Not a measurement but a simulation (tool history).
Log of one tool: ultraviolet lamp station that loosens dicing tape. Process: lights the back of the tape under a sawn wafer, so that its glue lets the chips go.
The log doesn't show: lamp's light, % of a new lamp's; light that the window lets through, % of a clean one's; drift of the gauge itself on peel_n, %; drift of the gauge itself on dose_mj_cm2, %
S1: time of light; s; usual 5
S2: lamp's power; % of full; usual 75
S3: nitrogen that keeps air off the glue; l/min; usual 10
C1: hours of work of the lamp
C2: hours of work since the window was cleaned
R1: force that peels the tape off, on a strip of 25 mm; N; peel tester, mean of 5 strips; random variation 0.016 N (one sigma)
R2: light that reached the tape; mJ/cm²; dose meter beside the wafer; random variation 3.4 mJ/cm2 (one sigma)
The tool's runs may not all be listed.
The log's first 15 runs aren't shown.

Run 16, hour 145.8: usual settings; C1 429; C2 634. Result: R1 0.745 N, R2 545 mJ/cm².
Run 17, hour 154.6: usual settings; C1 436; C2 641. Result: R1 0.771 N, R2 548 mJ/cm².
Run 18, hour 163.8: usual settings; C1 442; C2 648. Result: R1 0.743 N, R2 536 mJ/cm².
Run 19, hour 170.5: usual settings but S2 97 % of full; C1 447; C2 653. Result: R1 0.433 N, R2 695 mJ/cm².
Run 20, hour 180: usual settings but S2 72 % of full; C1 455; C2 660. Result: R1 0.808 N, R2 524 mJ/cm².
Run 21, hour 190.5: usual settings but S2 62 % of full; C1 462; C2 668. Result: R1 1.105 N, R2 451 mJ/cm².
Run 22, hour 202.1: usual settings but S2 62 % of full; C1 471; C2 676. Result: R1 1.091 N, R2 451 mJ/cm².
Run 23, hour 208.4: usual settings but S1 4 s, S2 62 % of full, S3 3 l/min; C1 476; C2 681. Result: R1 2.831 N, R2 357 mJ/cm².
Run 24, hour 214.7: usual settings but S3 19 l/min; C1 480; C2 686. Result: R1 0.472 N, R2 546 mJ/cm².
At hour 217.8: window cleaned of glue's vapour.
Run 25, hour 226.5: usual settings but S1 3 s, S2 67 % of full, S3 19 l/min; C1 489; C2 7. Result: R1 1.552 N, R2 291 mJ/cm².
Run 26, hour 232.5: usual settings but S1 2 s, S2 62 % of full, S3 16 l/min; C1 493; C2 11. Result: R1 2.75 N, R2 175 mJ/cm².

Forecast run 27:
Run 27, hour 238.8: usual settings but S1 2 s, S2 62 % of full, S3 16 l/min; C1 498; C2 16. Result: R1 ?, R2 ?.

Run 27 gave R1 2.844 N, R2 183 mJ/cm².
Without the tool's hidden state the same run would have given R1 2.841 N, R2 183 mJ/cm².
